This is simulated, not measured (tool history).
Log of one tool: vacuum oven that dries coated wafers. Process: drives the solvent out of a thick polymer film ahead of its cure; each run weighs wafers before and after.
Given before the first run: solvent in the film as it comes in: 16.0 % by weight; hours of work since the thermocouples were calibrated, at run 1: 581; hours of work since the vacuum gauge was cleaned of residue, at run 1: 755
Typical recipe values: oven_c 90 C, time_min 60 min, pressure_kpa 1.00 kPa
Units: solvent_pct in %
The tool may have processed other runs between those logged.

run,day,oven_c,time_min,pressure_kpa,hours of work since the thermocouples were calibrated,hours of work since the vacuum gauge was cleaned of residue,solvent_pct
1,0.000,90,60,1.00,581,755,3.82
2,1.312,90,60,1.44,599,774,3.91
3,2.483,90,60,1.44,615,790,3.92
4,3.658,90,60,1.44,632,806,3.96
5,4.338,90,60,1.00,641,815,3.84
6,5.504,90,60,1.00,657,831,3.86
7,7.179,90,60,1.00,680,854,3.83
8,8.567,90,60,1.00,699,873,3.77
9,9.575,90,91,1.00,713,887,2.07
10,10.717,90,91,1.00,729,903,2.11
11,12.262,86,91,1.00,750,924,3.07
12,13.050,90,60,1.00,761,935,3.84
13,14.471,90,60,1.00,780,955,3.81
14,15.200,90,60,1.00,790,965,3.82
15,16.383,90,60,1.00,807,981,3.76
16,17.688,90,60,1.00,825,999,3.82
17,19.162,90,60,1.00,845,1019,3.79
18,19.992,90,60,0.93,856,1031,3.79
19,21.042,90,60,1.09,871,1045,3.81
20,22.529,90,60,1.09,891,1066,3.81
21,24.075,90,60,1.09,913,1087,3.82
22,24.879,90,60,1.09,924,1098,3.85
23,26.138,90,59,1.00,941,1115,3.92
24,27.121,96,54,3.58,955,1129,3.21
25,28.567,96,54,3.58,974,1149,3.20
26,29.825,95,37,3.36,992,1166,5.07
# day 30.192: oven's thermocouples calibrated
27,30.812,88,46,0.95,9,1179,5.60
28,31.967,88,46,0.95,24,1194,5.63
29,32.938,85,64,1.00,38,1208,4.89
30,34.071,85,64,1.00,53,1223,4.87
31,34.958,94,74,3.97,66,1236,2.65
32,36.304,85,98,0.70,84,1254,2.98
33,37.600,97,99,2.14,102,1272,0.97
34,38.329,81,99,2.14,112,1282,4.38
35,39.288,81,99,2.14,125,1295,4.37
36,40.412,90,41,1.48,141,1311,5.68
37,41.775,102,61,0.79,159,1329,1.14
38,42.829,88,71,1.02,174,1344,3.64
39,43.508,76,46,3.85,183,1353,9.26
40,45.150,102,31,1.00,206,1376,3.70
41,46.796,94,31,1.00,229,1399,5.74
42,48.088,86,60,2.76,246,1416,5.28
43,48.875,86,60,2.76,257,1427,5.31
44,49.642,90,90,1.33,268,1438,2.24
45,51.029,87,53,3.59,287,1457,5.78
46,52.512,87,53,3.59,307,1477,5.82

Each row is a separate what-if for the run after 46, all from the same tool condition, not one after another. Results?
A,53.871,87,33,3.59,326,1496,?
B,53.871,92,35,1.39,326,1496,?
C,53.871,87,67,1.28,326,1496,?

run,solvent_pct
A,7.80
B,5.89
C,4.24
Had the tool no hidden state, the same runs would have come out as:
run,solvent_pct
A,7.81
B,5.90
C,4.25
